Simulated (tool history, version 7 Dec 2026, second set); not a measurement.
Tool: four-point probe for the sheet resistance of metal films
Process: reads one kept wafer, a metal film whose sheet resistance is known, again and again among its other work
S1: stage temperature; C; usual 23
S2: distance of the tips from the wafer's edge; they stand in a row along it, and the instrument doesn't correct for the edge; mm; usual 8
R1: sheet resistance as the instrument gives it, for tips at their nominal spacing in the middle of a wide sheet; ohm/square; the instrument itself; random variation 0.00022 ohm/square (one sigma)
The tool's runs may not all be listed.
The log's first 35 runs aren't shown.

run	day	S1	S2	R1
36	47.904	27	31	1.111678
37	49.229	27	31	1.111801
38	50.738	27	31	1.112333
39	51.612	30	8	1.113849
40	52.667	29	25	1.11087
41	53.492	29	25	1.110944
42	54.921	22	23	1.116405
43	55.9	23	9	1.118232
44	57.546	23	9	1.118704
45	58.704	21	53	1.117135
46	59.9	21	52	1.117625

3 ways to go on from here, each from the tool as it stands after run 46. What would each give?
A	60.762	18	24	?
B	60.762	25	14	?
C	60.762	22	32	?

run	R1
A	1.120544
B	1.115912
C	1.116972
Without the tool's hidden state the same runs would have given:
run	R1
A	1.105587
B	1.101042
C	1.102076
